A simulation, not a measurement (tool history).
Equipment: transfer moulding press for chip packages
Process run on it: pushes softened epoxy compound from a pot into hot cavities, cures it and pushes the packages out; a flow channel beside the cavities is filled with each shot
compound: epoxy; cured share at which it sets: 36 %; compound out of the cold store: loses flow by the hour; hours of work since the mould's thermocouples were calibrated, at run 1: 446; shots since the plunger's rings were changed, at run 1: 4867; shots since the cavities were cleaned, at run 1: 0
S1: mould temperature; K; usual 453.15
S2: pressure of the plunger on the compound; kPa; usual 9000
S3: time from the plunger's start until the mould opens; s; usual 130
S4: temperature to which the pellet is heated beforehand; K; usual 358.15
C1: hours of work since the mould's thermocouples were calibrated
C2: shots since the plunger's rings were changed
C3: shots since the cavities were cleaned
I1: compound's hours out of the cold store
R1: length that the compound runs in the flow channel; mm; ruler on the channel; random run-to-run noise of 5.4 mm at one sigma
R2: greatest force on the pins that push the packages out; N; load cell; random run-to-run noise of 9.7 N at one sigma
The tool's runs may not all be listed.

run   hour      S1     S2   S3      S4   C1    C2   C3    I1    R1    R2
  1    0.0  453.15   9000  130  358.15  446  4867    0  43.2   814   433
  2   30.2  453.15   9000  130  358.15  468  5204  337  14.0   952   715
  3   55.1  453.15   9000  130  358.15  487  5483  616  33.1   837   821
      76.3  -- cavities cleaned with cleaning compound and waxed
  4   97.0  453.15   9000  148  358.15  517  5935  232  32.0   842   560
     109.4  -- plunger's sealing rings changed
  5  145.0  453.15   9000  148  358.15  550   398  740  32.5   922   754
     155.6  -- cavities cleaned with cleaning compound and waxed
  6  167.3  453.15   9000  148  358.15  566   630  130  32.0   917   486
  7  206.2  453.15   9000  148  358.15  595  1066  566  15.6  1001   729
     231.2  -- cavities cleaned with cleaning compound and waxed
  8  251.4  453.15   9000  148  358.15  627  1554  226  37.5   881   579
  9  275.5  453.15   9000  130  358.15  645  1823  495  21.9   960   776
     306.7  -- cavities cleaned with cleaning compound and waxed
 10  306.7  453.15   9000  130  358.15  667  2155    0  44.9   832   410
     343.3  -- mould's thermocouples calibrated
 11  345.8  453.15   9000  146  358.15    2  2570  415  31.4   903   692
     385.3  -- cavities cleaned with cleaning compound and waxed
 12  393.2  453.15  10350  130  358.15   36  3082   88   8.1  1102   555
 13  434.2  453.15  10350  130  358.15   66  3541  547  38.6   906   772
     463.2  -- cavities cleaned with cleaning compound and waxed
 14  473.3  453.15   7160  130  358.15   94  3961  113  16.2   849   568
 15  496.7  453.15   9000  130  352.15  112  4222  374  26.6   897   726
 16  516.7  459.15   8970  130  364.15  127  4446  598  41.1   805   717
     540.0  -- cavities cleaned with cleaning compound and waxed
 17  551.7  459.15   8970  130  365.15  151  4820  130  11.4   950   508
 18  586.3  459.15   8970  130  365.15  177  5207  517  47.3   758   660
     615.5  -- cavities cleaned with cleaning compound and waxed
 19  615.5  456.15   8970  142  365.15  198  5517    0   8.2   971   393
 20  653.3  446.15  10650  130  364.15  226  5939  422  15.3  1076  1182
     666.7  -- plunger's sealing rings changed
 21  690.4  446.15  10650  130  364.15  251   265  809  29.2  1059  1291
     694.3  -- cavities cleaned with cleaning compound and waxed
 22  725.6  446.15  10650  130  364.15  276   641  349  29.4  1058  1034
 23  761.3  450.15   8020  131  358.15  303  1040  748  41.5   834   936
     771.5  -- cavities cleaned with cleaning compound and waxed
 24  796.4  452.15   8020  130  358.15  328  1415  278  11.4   971   709
 25  838.6  452.15   8020  130  358.15  359  1887  750  40.6   822   869
     846.4  -- cavities cleaned with cleaning compound and waxed
 26  879.7  452.15   8020  130  358.15  389  2330  372  26.1   890   714
 27  916.7  452.15   8020  130  358.15  416  2743  785  17.3   909   896
     923.2  -- cavities cleaned with cleaning compound and waxed
 28  953.9  452.15   8810  130  358.15  443  3143  343  34.0   861   687
 29  993.7  452.15   8810  130  358.15  472  3587  787  14.1   970   933

3 options for the next run, each taken on its own from the tool as it stands now. Forecast them:
      998.6  -- cavities cleaned with cleaning compound and waxed
  A  1022.7  452.15  8510  168  361.15  493  3895  270  15.5   ?   ?
      998.6  -- cavities cleaned with cleaning compound and waxed
  B  1022.7  453.15  9000  115  358.15  493  3895  270  41.1   ?   ?
      998.6  -- cavities cleaned with cleaning compound and waxed
  C  1022.7  446.15  8080  130  357.15  493  3895  270  34.1   ?   ?

run   R1   R2
  A  943  580
  B  839  723
  C  843  966
With the hidden condition removed and each run's random variation left untouched, the same runs would have given:
run    R1   R2
  A  1010  390
  B   897  512
  C   903  699
